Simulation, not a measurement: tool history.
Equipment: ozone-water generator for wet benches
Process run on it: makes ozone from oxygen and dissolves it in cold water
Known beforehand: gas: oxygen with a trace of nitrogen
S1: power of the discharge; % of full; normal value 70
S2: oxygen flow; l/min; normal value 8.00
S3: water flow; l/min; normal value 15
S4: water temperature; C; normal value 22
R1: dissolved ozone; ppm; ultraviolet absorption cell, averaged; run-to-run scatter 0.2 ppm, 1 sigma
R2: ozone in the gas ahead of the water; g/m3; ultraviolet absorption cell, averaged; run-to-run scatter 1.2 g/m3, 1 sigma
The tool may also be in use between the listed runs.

run      day  S1     S2  S3  S4    R1     R2
  1    0.000  70   8.00  15  22  28.7  223.9
  2    5.367  73   8.00  15  22  29.5  229.3
  3   10.162  70   8.00  15  22  28.9  222.9
  4   15.667  70   8.00  15  22  28.7  225.0
  5   21.804  70   8.00  11  22  34.4  222.9
  6   26.754  70   8.00  11  14  40.9  222.1
  7   29.404  70   8.00  11  14  41.0  222.8
      30.867  -- contactor cleaned
  8   34.300  70   8.00  11  14  41.2  222.5
  9   38.596  70   8.25  11  14  41.1  219.2
 10   44.517  70   8.00  15  22  28.9  220.9
 11   50.346  70   7.05  15  22  28.9  234.1
 12   55.288  70   7.05  15  22  29.1  234.2
 13   59.854  40   8.63  19  17  19.8  154.9
 14   63.192  40   8.63  19  17  19.9  155.0
 15   67.838  92  12.02  15  22  33.3  223.0
 16   73.783  70  11.28  15  22  28.4  192.5
 17   78.800  70  11.28  15  22  28.2  193.3
 18   84.167  70   8.63  19  22  25.2  214.8
 19   88.817  70  10.23  18  22  25.9  200.9
 20   94.838  70   8.69  13  24  29.6  213.2
 21   98.000  87   8.00  15  17  35.9  250.4
     102.275  -- water thermometer calibrated
 22  103.850  70   7.43   9  20  39.9  223.7
 23  109.912  70   7.43   9  20  39.8  224.6

The same runs without the tool's hidden state, with the same run-to-run variation:
Hidden state at play: yield of the discharge, % of new electrodes'; contactor's efficiency, % of a clean one's; true water temperature over the reading, C; drift of the gauge itself on ozone_ppm, %; drift of the gauge itself on gas_g_m3, %.
run     R2
  1  223.9
  2  229.6
  3  223.4
  4  225.7
  5  223.8
  6  223.1
  7  224.0
  8  223.9
  9  220.7
 10  222.6
 11  236.1
 12  236.4
 13  156.5
 14  156.7
 15  225.7
 16  195.0
 17  195.9
 18  218.0
 19  204.0
 20  216.7
 21  254.7
 22  227.7
 23  228.8
R1 without the hidden state stays within 0.1 ppm of what was measured, in all runs.

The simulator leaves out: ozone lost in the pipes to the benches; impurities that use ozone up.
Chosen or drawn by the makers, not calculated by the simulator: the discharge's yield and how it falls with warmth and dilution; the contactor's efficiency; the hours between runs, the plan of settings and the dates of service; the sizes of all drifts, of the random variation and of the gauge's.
